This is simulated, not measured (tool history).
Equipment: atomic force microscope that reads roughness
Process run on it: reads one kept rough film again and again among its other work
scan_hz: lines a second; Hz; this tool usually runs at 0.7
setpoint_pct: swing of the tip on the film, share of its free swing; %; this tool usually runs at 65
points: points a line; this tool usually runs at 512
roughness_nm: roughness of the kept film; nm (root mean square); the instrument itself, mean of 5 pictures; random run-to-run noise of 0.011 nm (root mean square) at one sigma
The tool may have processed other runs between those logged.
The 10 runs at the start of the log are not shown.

run   hour  scan_hz  setpoint_pct  points  pictures with this tip  hours of work since the height scale was calibrated  roughness_nm
 11  180.2     1.71            65     512                      70                                                  772         2.052
     200.1  -- new tip fitted
 12  207.2     1.71            65     512                      17                                                  792         2.233
 13  232.3     1.71            65     512                      80                                                  811         1.987
 14  244.1     1.71            65     512                     109                                                  820          1.89
     246.5  -- new tip fitted
 15  264.5     1.71            65     512                      45                                                  835         2.123
 16  286.4     1.71            65     512                      99                                                  851         1.924
     293.9  -- new tip fitted
 17  313.4    0.642            68     312                      49                                                  871         2.194
 18  337.4    0.642            68     312                     108                                                  889         1.951
     341.5  -- new tip fitted
 19    359    0.642            68     312                      44                                                  905         2.197
 20  384.3    0.642            68     312                     106                                                  924         1.955
     389.2  -- new tip fitted
 21  408.3    0.642            68     312                      48                                                  941         2.178
 22  426.7    0.642            68     312                      93                                                  955         1.996
     436.6  -- new tip fitted
 23  451.6    3.891            65     531                      37                                                  973         2.004
 24    470    2.657            58     330                      83                                                  987         1.962
     483.1  -- new tip fitted
 25  483.1    0.877            72     436                       0                                                  997         2.344
 26  508.3    0.877            87     708                      62                                                 1016         1.997
     529.3  -- new tip fitted
 27  529.3    0.877            87     708                       0                                                 1031         2.244
 28  547.5    0.877            87     708                      46                                                 1045         2.004
 29  569.9    0.877            87     708                     101                                                 1061         1.807
     576.4  -- new tip fitted
 30  594.3    0.877            87     708                      44                                                 1079         2.059
 31  613.4    3.777            65     512                      92                                                 1094         1.814

Alternative continuations, all from the tool just after run 31; predict every row:
     622.9  -- new tip fitted
  A   636    2.721            90     374                      33                                                 1110             ?
     622.9  -- new tip fitted
  B   636    0.735            65     512                      33                                                 1110             ?
     622.9  -- new tip fitted
  C   636      0.5            65     512                      33                                                 1110             ?
     622.9  -- new tip fitted
  D   636    3.199            65     270                      33                                                 1110             ?
     622.9  -- new tip fitted
  E   636    1.482            69     627                      33                                                 1110             ?

run  roughness_nm
  A           1.6
  B         2.261
  C         2.238
  D         1.992
  E         2.158
With no hidden state in the tool, these same runs would have given:
run  roughness_nm
  A         1.763
  B          2.49
  C         2.465
  D         2.194
  E         2.376

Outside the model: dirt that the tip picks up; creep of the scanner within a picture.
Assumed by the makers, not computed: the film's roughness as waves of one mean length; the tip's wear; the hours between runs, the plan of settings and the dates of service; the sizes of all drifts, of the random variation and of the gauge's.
